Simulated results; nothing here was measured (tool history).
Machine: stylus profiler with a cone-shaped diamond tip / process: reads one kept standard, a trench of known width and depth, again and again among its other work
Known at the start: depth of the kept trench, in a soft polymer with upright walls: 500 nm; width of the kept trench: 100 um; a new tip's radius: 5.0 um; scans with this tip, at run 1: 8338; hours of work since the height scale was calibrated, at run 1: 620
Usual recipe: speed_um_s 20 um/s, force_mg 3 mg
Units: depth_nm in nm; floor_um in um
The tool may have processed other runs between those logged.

| run | hour | speed_um_s | force_mg | scans with this tip | hours of work since the height scale was calibrated | depth_nm | floor_um |
|---|---|---|---|---|---|---|---|
| 1 | 0 | 20 | 3 | 8338 | 620 | 504.55 | 94.3 |
| 2 | 28.4 | 31 | 3 | 8636 | 642 | 504.72 | 94.15 |
| 3 | 58.4 | 20 | 3 | 8950 | 665 | 504.71 | 94.18 |
| 4 | 73.9 | 20 | 1.53 | 9113 | 677 | 502.74 | 94.12 |
| 5 | 91.1 | 20 | 1.53 | 9294 | 691 | 502.75 | 94.11 |
| 6 | 114 | 20 | 1.53 | 9534 | 709 | 502.83 | 94.06 |
| 7 | 143.3 | 8 | 1.53 | 9840 | 731 | 502.77 | 94.09 |
| 8 | 168 | 8 | 1.53 | 10099 | 751 | 502.65 | 94.04 |
| 9 | 183.8 | 8 | 1.53 | 10265 | 763 | 502.85 | 93.97 |
| 10 | 212.7 | 6 | 3 | 10568 | 786 | 504.56 | 94.02 |
| 11 | 240.9 | 43 | 3 | 10864 | 808 | 504.59 | 93.88 |
| 12 | 267.1 | 20 | 1.07 | 11138 | 828 | 502.24 | 93.85 |
| 13 | 292.1 | 20 | 3 | 11401 | 847 | 504.56 | 93.83 |
| 14 | 311.4 | 20 | 5.11 | 11603 | 863 | 506.62 | 93.81 |
| 15 | 328.9 | 62 | 3 | 11786 | 876 | 504.66 | 93.72 |
|  | 354.2 | new tip fitted, height scale calibrated |
| 16 | 354.2 | 20 | 2.86 | 0 | 0 | 504.84 | 95.65 |
| 17 | 373.9 | 20 | 6.67 | 207 | 15 | 508.87 | 95.63 |
| 18 | 396.9 | 20 | 6.67 | 448 | 33 | 508.84 | 95.61 |
| 19 | 422.1 | 10 | 3 | 712 | 53 | 505 | 95.57 |
| 20 | 440.2 | 10 | 3 | 901 | 67 | 505.1 | 95.48 |
| 21 | 453.9 | 7 | 3 | 1045 | 78 | 505.13 | 95.44 |
| 22 | 482.7 | 7 | 3 | 1347 | 100 | 505.09 | 95.45 |
| 23 | 494.8 | 5 | 3 | 1474 | 110 | 504.88 | 95.38 |
| 24 | 511.7 | 63 | 2.5 | 1651 | 123 | 504.32 | 95.33 |
| 25 | 540.1 | 35 | 1.81 | 1949 | 145 | 503.49 | 95.28 |
| 26 | 554.1 | 24 | 6.58 | 2096 | 156 | 508.58 | 95.26 |
| 27 | 583.9 | 20 | 8.92 | 2407 | 179 | 510.59 | 95.25 |
| 28 | 608.4 | 20 | 8.92 | 2665 | 198 | 510.51 | 95.18 |
| 29 | 626.9 | 20 | 8.92 | 2858 | 212 | 510.5 | 95.18 |
| 30 | 639.3 | 5 | 1.56 | 2989 | 222 | 503.26 | 95.19 |
| 31 | 668.2 | 5 | 1.56 | 3291 | 245 | 503.18 | 95.03 |
| 32 | 691.9 | 5 | 1.56 | 3540 | 263 | 503.24 | 95.07 |
| 33 | 713.4 | 53 | 1.17 | 3766 | 280 | 502.47 | 94.92 |
| 34 | 741.2 | 64 | 1.74 | 4057 | 302 | 503.42 | 94.82 |
| 35 | 770.8 | 64 | 1.74 | 4367 | 325 | 503.31 | 94.8 |
| 36 | 785.8 | 34 | 2.58 | 4524 | 336 | 504.26 | 94.82 |
| 37 | 808.5 | 34 | 2.58 | 4762 | 354 | 504.34 | 94.8 |
| 38 | 827.2 | 6 | 2.44 | 4958 | 369 | 504.2 | 94.78 |
| 39 | 854.4 | 7 | 1.61 | 5243 | 390 | 503.07 | 94.78 |
| 40 | 869.7 | 49 | 7.24 | 5404 | 402 | 508.7 | 94.67 |
| 41 | 892 | 49 | 7.24 | 5637 | 419 | 509.08 | 94.66 |
| 42 | 921 | 49 | 2.21 | 5941 | 442 | 503.72 | 94.63 |
| 43 | 945.1 | 7 | 6.93 | 6194 | 460 | 508.68 | 94.64 |
| 44 | 957.7 | 12 | 7.93 | 6326 | 470 | 509.34 | 94.59 |
| 45 | 982.3 | 12 | 7.93 | 6583 | 489 | 509.46 | 94.5 |
| 46 | 1002.6 | 6 | 4.94 | 6796 | 505 | 506.81 | 94.61 |

Alternative continuations, all from the tool just after run 46; predict every row:
| A | 1025.1 | 39 | 4.68 | 7032 | 523 | ? | ? |
| B | 1025.1 | 6 | 8.78 | 7032 | 523 | ? | ? |
| C | 1025.1 | 19 | 3.57 | 7032 | 523 | ? | ? |

| run | depth_nm | floor_um |
|---|---|---|
| A | 506.56 | 94.5 |
| B | 510.19 | 94.48 |
| C | 505.34 | 94.51 |
Without the tool's hidden state the same runs would have given:
| run | depth_nm | floor_um |
|---|---|---|
| A | 506.98 | 95.63 |
| B | 510.62 | 95.61 |
| C | 505.76 | 95.64 |
